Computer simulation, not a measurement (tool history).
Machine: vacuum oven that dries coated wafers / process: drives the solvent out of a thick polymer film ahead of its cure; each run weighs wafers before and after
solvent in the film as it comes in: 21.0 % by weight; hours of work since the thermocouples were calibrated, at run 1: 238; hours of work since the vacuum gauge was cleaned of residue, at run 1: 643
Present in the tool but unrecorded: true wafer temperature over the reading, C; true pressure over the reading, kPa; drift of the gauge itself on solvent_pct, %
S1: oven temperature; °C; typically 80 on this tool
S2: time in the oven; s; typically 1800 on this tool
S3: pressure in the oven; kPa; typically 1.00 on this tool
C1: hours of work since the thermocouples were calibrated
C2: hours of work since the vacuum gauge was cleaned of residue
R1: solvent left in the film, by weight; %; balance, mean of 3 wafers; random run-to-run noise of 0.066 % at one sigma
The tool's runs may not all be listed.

Run 1, day 0.000: usual settings; C1 238; C2 643. Result: R1 4.34 %.
Run 2, day 0.971: usual settings but S3 3.12 kPa; C1 249; C2 654. Result: R1 5.78 %.
Run 3, day 1.721: usual settings but S3 3.12 kPa; C1 257; C2 662. Result: R1 5.81 %.
Run 4, day 2.471: usual settings; C1 266; C2 671. Result: R1 4.39 %.
Run 5, day 3.367: usual settings; C1 276; C2 681. Result: R1 4.45 %.
Run 6, day 4.542: usual settings; C1 290; C2 695. Result: R1 4.54 %.
At day 4.725: vacuum gauge cleaned of residue and calibrated.
Run 7, day 6.079: usual settings but S2 1020 s, S3 0.91 kPa; C1 306; C2 16. Result: R1 7.84 %.
Run 8, day 7.092: usual settings but S2 1020 s, S3 0.91 kPa; C1 318; C2 27. Result: R1 7.72 %.
Run 9, day 7.738: usual settings but S2 1020 s, S3 0.91 kPa; C1 325; C2 34. Result: R1 7.90 %.
At day 7.867: vacuum gauge cleaned of residue and calibrated, once more.
Run 10, day 9.000: usual settings but S3 2.88 kPa; C1 339; C2 13. Result: R1 5.51 %.

Forecast each of these 4 alternatives for the next run:
Run A, day 9.696: usual settings but S1 84 °C, S3 1.25 kPa; C1 347; C2 21. Result: R1 ?.
Run B, day 9.696: usual settings but S1 89 °C, S3 2.19 kPa; C1 347; C2 21. Result: R1 ?.
Run C, day 9.696: usual settings but S3 0.63 kPa; C1 347; C2 21. Result: R1 ?.
Run D, day 9.696: usual settings but S2 3000 s, S3 1.13 kPa; C1 347; C2 21. Result: R1 ?.

run    R1
  A  3.07
  B  2.02
  C  4.01
  D  2.15
Had the tool no hidden state, the same runs would have come out as:
run    R1
  A  2.96
  B  1.95
  C  3.87
  D  2.06
